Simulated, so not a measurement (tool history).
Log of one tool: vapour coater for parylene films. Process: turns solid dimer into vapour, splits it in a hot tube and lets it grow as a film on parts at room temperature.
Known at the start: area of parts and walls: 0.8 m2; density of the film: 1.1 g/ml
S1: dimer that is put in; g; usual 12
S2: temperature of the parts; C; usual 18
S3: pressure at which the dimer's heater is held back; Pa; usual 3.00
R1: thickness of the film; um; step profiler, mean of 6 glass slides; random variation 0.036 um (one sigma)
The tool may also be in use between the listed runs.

{"run": 1, "day": 0.0, "S1": 12, "S2": 18, "S3": 3.0, "R1": 7.89}
{"day": 1.417, "done": "trap's valve overhauled"}
{"run": 2, "day": 2.888, "S1": 12, "S2": 18, "S3": 3.0, "R1": 7.89}
{"run": 3, "day": 5.617, "S1": 12, "S2": 18, "S3": 3.0, "R1": 7.86}
{"run": 4, "day": 7.017, "S1": 12, "S2": 18, "S3": 3.0, "R1": 7.88}
{"run": 5, "day": 8.571, "S1": 12, "S2": 18, "S3": 3.0, "R1": 7.85}
{"run": 6, "day": 10.433, "S1": 12, "S2": 18, "S3": 3.0, "R1": 7.88}
{"run": 7, "day": 11.938, "S1": 12, "S2": 19, "S3": 3.0, "R1": 7.73}
{"run": 8, "day": 13.321, "S1": 12, "S2": 19, "S3": 3.0, "R1": 7.73}
{"run": 9, "day": 15.238, "S1": 12, "S2": 19, "S3": 3.0, "R1": 7.75}
{"run": 10, "day": 17.4, "S1": 12, "S2": 11, "S3": 3.0, "R1": 8.97}
{"day": 18.721, "done": "trap's valve overhauled"}
{"run": 11, "day": 19.388, "S1": 12, "S2": 12, "S3": 2.9, "R1": 8.9}
{"run": 12, "day": 21.625, "S1": 12, "S2": 12, "S3": 2.9, "R1": 8.8}
{"run": 13, "day": 23.6, "S1": 10, "S2": 12, "S3": 3.01, "R1": 7.36}
{"run": 14, "day": 25.988, "S1": 10, "S2": 12, "S3": 3.01, "R1": 7.38}
{"run": 15, "day": 28.046, "S1": 8, "S2": 11, "S3": 2.36, "R1": 6.14}
{"day": 29.054, "done": "table's thermometer calibrated"}
{"run": 16, "day": 29.854, "S1": 8, "S2": 11, "S3": 2.36, "R1": 6.09}
{"run": 17, "day": 31.875, "S1": 8, "S2": 11, "S3": 2.36, "R1": 6.1}

5 ways to go on from here, each from the tool as it stands after run 17. What would each give?
{"run": "A", "day": 34.021, "S1": 8, "S2": 16, "S3": 5.4, "R1": "?"}
{"run": "B", "day": 34.021, "S1": 12, "S2": 13, "S3": 8.33, "R1": "?"}
{"run": "C", "day": 34.021, "S1": 12, "S2": 11, "S3": 9.01, "R1": "?"}
{"run": "D", "day": 34.021, "S1": 12, "S2": 24, "S3": 3.0, "R1": "?"}
{"run": "E", "day": 34.021, "S1": 7, "S2": 18, "S3": 7.99, "R1": "?"}

run=A R1=5.24
run=B R1=8.00
run=C R1=8.27
run=D R1=7.06
run=E R1=4.23
Without the tool's hidden state the same runs would have given:
run=A R1=5.25
run=B R1=8.02
run=C R1=8.29
run=D R1=7.07
run=E R1=4.24

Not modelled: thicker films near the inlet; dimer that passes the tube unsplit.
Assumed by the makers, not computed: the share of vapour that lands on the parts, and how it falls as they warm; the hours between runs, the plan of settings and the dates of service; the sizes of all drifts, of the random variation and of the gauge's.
